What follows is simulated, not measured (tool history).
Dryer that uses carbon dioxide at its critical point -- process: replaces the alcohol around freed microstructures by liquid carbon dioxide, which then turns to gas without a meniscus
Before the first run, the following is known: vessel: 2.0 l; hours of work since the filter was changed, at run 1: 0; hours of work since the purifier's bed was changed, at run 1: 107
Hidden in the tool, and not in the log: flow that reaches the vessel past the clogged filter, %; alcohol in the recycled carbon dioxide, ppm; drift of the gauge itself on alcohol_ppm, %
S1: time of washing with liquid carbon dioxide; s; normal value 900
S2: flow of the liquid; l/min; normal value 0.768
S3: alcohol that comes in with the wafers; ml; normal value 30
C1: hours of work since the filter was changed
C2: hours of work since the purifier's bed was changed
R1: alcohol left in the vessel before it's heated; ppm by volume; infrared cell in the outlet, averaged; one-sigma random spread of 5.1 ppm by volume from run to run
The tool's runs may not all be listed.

{"run": 1, "hour": 0.0, "S1": 900, "S2": 0.768, "S3": 30, "C1": 0, "C2": 107, "R1": 90}
{"run": 2, "hour": 54.5, "S1": 900, "S2": 0.768, "S3": 30, "C1": 41, "C2": 148, "R1": 107}
{"run": 3, "hour": 93.6, "S1": 900, "S2": 0.768, "S3": 30, "C1": 71, "C2": 177, "R1": 111}
{"run": 4, "hour": 129.1, "S1": 900, "S2": 0.768, "S3": 30, "C1": 97, "C2": 204, "R1": 131}
{"run": 5, "hour": 166.2, "S1": 900, "S2": 0.768, "S3": 30, "C1": 125, "C2": 232, "R1": 149}
{"run": 6, "hour": 228.1, "S1": 900, "S2": 0.592, "S3": 30, "C1": 172, "C2": 279, "R1": 450}
{"run": 7, "hour": 297.2, "S1": 900, "S2": 0.768, "S3": 30, "C1": 224, "C2": 331, "R1": 201}
{"run": 8, "hour": 326.1, "S1": 900, "S2": 0.768, "S3": 30, "C1": 246, "C2": 353, "R1": 222}
{"hour": 355.6, "done": "inlet filter changed"}
{"run": 9, "hour": 361.6, "S1": 900, "S2": 0.768, "S3": 35, "C1": 5, "C2": 379, "R1": 130}
{"run": 10, "hour": 406.3, "S1": 900, "S2": 0.768, "S3": 35, "C1": 38, "C2": 412, "R1": 149}
{"run": 11, "hour": 471.4, "S1": 900, "S2": 0.768, "S3": 35, "C1": 87, "C2": 462, "R1": 167}
{"run": 12, "hour": 536.0, "S1": 900, "S2": 0.768, "S3": 35, "C1": 136, "C2": 510, "R1": 189}
{"run": 13, "hour": 579.3, "S1": 900, "S2": 0.768, "S3": 30, "C1": 169, "C2": 543, "R1": 181}
{"run": 14, "hour": 625.1, "S1": 540, "S2": 0.768, "S3": 21, "C1": 203, "C2": 577, "R1": 704}
{"run": 15, "hour": 691.9, "S1": 540, "S2": 0.561, "S3": 21, "C1": 254, "C2": 628, "R1": 1578}
{"hour": 711.9, "done": "inlet filter changed"}
{"run": 16, "hour": 759.8, "S1": 660, "S2": 0.898, "S3": 100, "C1": 36, "C2": 678, "R1": 617}
{"run": 17, "hour": 800.2, "S1": 780, "S2": 0.884, "S3": 26, "C1": 67, "C2": 709, "R1": 153}
{"run": 18, "hour": 847.0, "S1": 780, "S2": 0.884, "S3": 26, "C1": 102, "C2": 744, "R1": 167}
{"run": 19, "hour": 880.8, "S1": 1080, "S2": 0.768, "S3": 44, "C1": 127, "C2": 770, "R1": 151}
{"run": 20, "hour": 912.0, "S1": 1020, "S2": 0.756, "S3": 30, "C1": 151, "C2": 793, "R1": 150}
{"run": 21, "hour": 965.5, "S1": 540, "S2": 1.113, "S3": 30, "C1": 191, "C2": 833, "R1": 322}
{"run": 22, "hour": 1008.8, "S1": 540, "S2": 1.113, "S3": 30, "C1": 224, "C2": 866, "R1": 361}
{"run": 23, "hour": 1047.3, "S1": 960, "S2": 0.768, "S3": 27, "C1": 253, "C2": 895, "R1": 214}
{"hour": 1067.0, "done": "inlet filter changed"}
{"run": 24, "hour": 1115.6, "S1": 960, "S2": 0.768, "S3": 27, "C1": 37, "C2": 946, "R1": 162}
{"run": 25, "hour": 1156.5, "S1": 960, "S2": 0.768, "S3": 27, "C1": 68, "C2": 977, "R1": 173}
{"run": 26, "hour": 1197.8, "S1": 960, "S2": 0.768, "S3": 27, "C1": 99, "C2": 1008, "R1": 177}

5 ways to go on from here, each from the tool as it stands after run 26. What would each give?
{"run": "A", "hour": 1259.2, "S1": 900, "S2": 0.563, "S3": 23, "C1": 145, "C2": 1054, "R1": "?"}
{"run": "B", "hour": 1259.2, "S1": 900, "S2": 0.803, "S3": 100, "C1": 145, "C2": 1054, "R1": "?"}
{"run": "C", "hour": 1259.2, "S1": 900, "S2": 0.655, "S3": 40, "C1": 145, "C2": 1054, "R1": "?"}
{"run": "D", "hour": 1259.2, "S1": 1320, "S2": 1.103, "S3": 41, "C1": 145, "C2": 1054, "R1": "?"}
{"run": "E", "hour": 1259.2, "S1": 900, "S2": 0.737, "S3": 30, "C1": 145, "C2": 1054, "R1": "?"}

run=A R1=490
run=B R1=434
run=C R1=456
run=D R1=103
run=E R1=264
With no hidden state in the tool, these same runs would have given:
run=A R1=256
run=B R1=184
run=C R1=216
run=D R1=0
run=E R1=96
